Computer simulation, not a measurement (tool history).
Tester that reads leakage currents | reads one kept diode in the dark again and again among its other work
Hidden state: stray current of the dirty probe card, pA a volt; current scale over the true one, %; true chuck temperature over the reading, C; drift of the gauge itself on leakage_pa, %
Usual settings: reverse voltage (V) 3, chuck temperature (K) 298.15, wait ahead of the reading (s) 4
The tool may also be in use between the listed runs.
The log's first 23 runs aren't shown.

run,hour,reverse voltage (V),chuck temperature (K),wait ahead of the reading (s),hours of work since the probe card was cleaned,hours of work since the tester was calibrated,hours of work since the chuck was calibrated,current that the tester gives (pA)
24,461.5,3,305.15,3.06,851,1084,707,221.71
25,480.4,3,305.15,3.06,864,1097,720,221.34
26,495.3,2.37,305.15,3.77,875,1107,731,197.18
27,522.7,1.94,298.15,4,894,1126,750,95.69
28,539.1,1.94,298.15,4,905,1138,761,96.02
29,554.7,1.94,298.15,3.03,916,1148,772,96.12
30,578.8,1.94,298.15,3.03,933,1165,789,95.51
31,600.3,1.94,298.15,3.03,948,1180,804,95.41
32,620.4,1.94,329.15,3.03,962,1194,818,1257.51
# hour 641.4: chuck's temperature calibrated
33,645.9,2.81,325.15,4,978,1210,3,1101.14
34,675.8,4.74,306.15,1.41,999,1231,24,298.59
35,701.9,3.22,296.15,3.67,1017,1249,42,101.31
36,722,3.13,298.15,4,1031,1263,56,120.07
37,751.5,7.55,319.15,4,1051,1284,77,1102.7
38,775.2,3.85,298.15,2.97,1068,1300,93,133.24
39,799.1,3.85,298.15,2.97,1085,1317,110,132.32

Forecast each of these 3 alternatives for the next run:
A,827.4,7.94,298.15,4,1104,1337,129,?
B,827.4,5.35,314.15,4.15,1104,1337,129,?
C,827.4,12.71,313.15,8.5,1104,1337,129,?

run,current that the tester gives (pA)
A,187.01
B,621.5
C,864.96
Without the tool's hidden state the same runs would have given:
run,current that the tester gives (pA)
A,186.93
B,621.44
C,864.84
